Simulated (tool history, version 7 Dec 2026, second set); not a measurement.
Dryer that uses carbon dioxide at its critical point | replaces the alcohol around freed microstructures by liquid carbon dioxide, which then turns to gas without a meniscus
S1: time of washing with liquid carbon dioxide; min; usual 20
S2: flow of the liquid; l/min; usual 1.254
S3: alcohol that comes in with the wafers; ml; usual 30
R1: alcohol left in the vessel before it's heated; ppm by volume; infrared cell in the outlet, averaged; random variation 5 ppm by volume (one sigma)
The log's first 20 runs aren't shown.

run,hour,S1,S2,S3,R1
21,307.1,15,1.254,61,252
22,320.6,15,0.970,96,1036
23,332.0,15,0.970,96,1064
24,349.2,15,0.970,96,1068
25,364.6,15,0.970,96,1092
26,381.4,15,1.130,38,278
27,391.8,13,1.390,38,211
28,401.4,25,1.254,30,36
29,421.4,19,1.850,110,32
30,437.2,19,1.850,110,34
31,448.6,30,1.320,119,26
32,467.6,30,1.320,119,32
33,483.1,20,1.860,92,31
34,497.7,20,1.254,20,58
35,514.7,13,1.254,82,755

The next listed run, before its measurement:
36,534.1,25,1.830,82,?

R1: 22 ppm by volume
Without the tool's hidden state the same run would have given R1 0 ppm by volume.
